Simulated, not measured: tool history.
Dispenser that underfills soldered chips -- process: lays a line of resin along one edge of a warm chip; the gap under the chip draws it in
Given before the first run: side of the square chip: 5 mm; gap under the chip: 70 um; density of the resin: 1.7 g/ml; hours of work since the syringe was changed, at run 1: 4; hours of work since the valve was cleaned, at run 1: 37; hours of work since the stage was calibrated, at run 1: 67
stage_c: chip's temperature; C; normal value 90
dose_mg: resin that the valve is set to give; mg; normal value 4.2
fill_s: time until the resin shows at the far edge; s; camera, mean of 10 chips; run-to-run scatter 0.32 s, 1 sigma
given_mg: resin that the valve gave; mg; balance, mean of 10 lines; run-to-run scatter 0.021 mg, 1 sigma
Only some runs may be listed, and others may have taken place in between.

run,hour,stage_c,dose_mg,hours of work since the syringe was changed,hours of work since the valve was cleaned,hours of work since the stage was calibrated,fill_s,given_mg
1,0,90,4.2,4,37,67,14.1,4.07
2,3.4,90,4.2,7,39,70,15.8,4.06
# hour 5: new syringe of resin
3,6.1,90,4.2,1,41,71,12,4.11
4,10,90,4.2,4,44,74,13.3,4.04
5,15,90,4.2,7,47,78,15.6,4.03
# hour 16.1: new syringe of resin
6,18.6,93,4.2,2,50,80,11.2,4.06
7,21.5,90,4.2,4,52,82,14,4.03
8,25.3,90,4.2,7,55,85,15.7,3.98
# hour 27: new syringe of resin
9,28.5,90,4.2,1,57,87,12.1,3.99
10,33.9,90,4.2,5,61,91,14.3,3.94
# hour 38.1: new syringe of resin
11,39.6,90,4.2,1,64,95,12.1,3.98
12,42.2,90,3.66,3,66,97,14.2,3.47
13,47.5,90,3.66,7,70,101,16,3.47
# hour 49: new syringe of resin
14,52.4,90,3.66,3,73,104,13.8,3.43
15,55.7,90,3.78,5,76,106,14.6,3.56
16,58.1,90,4.93,7,78,108,15.5,4.64
# hour 60.2: new syringe of resin
17,60.9,104,4.2,0,79,110,7.1,3.93
18,64.7,90,4.2,3,82,113,13.4,3.92
19,70,90,4.68,7,86,116,15.3,4.32
# hour 71.2: new syringe of resin
20,75,90,5.3,3,89,120,12.5,4.95
21,79.9,90,3.71,6,93,123,15.9,3.43
# hour 82.4: new syringe of resin
22,84.3,90,3.71,1,96,126,13.6,3.45

What does the tool deliver on the next run?
# hour 88.6: dispensing valve cleaned and set on the balance
23,90.7,91,4.55,5,2,130,?,?

{"run 23": {"fill_s": 13.1, "given_mg": 4.54}}
On a tool with no hidden condition, and with the same random variation, this run would have come out at fill_s 9.9 s, given_mg 4.54 mg.

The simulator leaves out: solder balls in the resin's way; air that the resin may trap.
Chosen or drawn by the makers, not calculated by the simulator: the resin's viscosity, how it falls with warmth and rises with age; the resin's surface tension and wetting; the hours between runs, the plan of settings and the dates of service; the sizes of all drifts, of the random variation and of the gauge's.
